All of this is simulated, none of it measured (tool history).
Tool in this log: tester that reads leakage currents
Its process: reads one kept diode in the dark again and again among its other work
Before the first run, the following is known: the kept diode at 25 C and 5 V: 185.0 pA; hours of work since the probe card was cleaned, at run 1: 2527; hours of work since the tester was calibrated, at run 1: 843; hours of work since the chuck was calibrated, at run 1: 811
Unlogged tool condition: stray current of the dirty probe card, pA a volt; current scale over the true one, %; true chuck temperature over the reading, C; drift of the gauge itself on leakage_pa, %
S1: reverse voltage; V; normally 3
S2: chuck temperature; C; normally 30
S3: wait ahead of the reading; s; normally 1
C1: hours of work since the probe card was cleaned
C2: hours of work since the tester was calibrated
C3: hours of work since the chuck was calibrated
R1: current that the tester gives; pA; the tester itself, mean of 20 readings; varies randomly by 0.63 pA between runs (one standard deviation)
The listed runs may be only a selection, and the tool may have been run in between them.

run,hour,S1,S2,S3,C1,C2,C3,R1
1,0,3,30,1,2527,843,811,227.7
2,192.3,3,30,1,2660,976,944,230.91
3,433.3,3,30,1,2826,1143,1111,232.62
# hour 599.5: chuck's temperature calibrated
4,599.5,3,30,1,2940,1256,0,217.1
5,795.1,3,30,0.32,3075,1392,135,223.07
# hour 912.4: probe card cleaned and baked
6,1047,7.18,30,1,93,1564,307,355.58
7,1170.7,7.18,30,1,179,1649,393,356.53

Forecast run 8:
8,1409,7.18,26,0.74,343,1814,558,?

Run 8 yielded R1 280.14 pA.
If the tool had no hidden condition, the same run with the same run-to-run variation would have returned R1 242.2 pA.
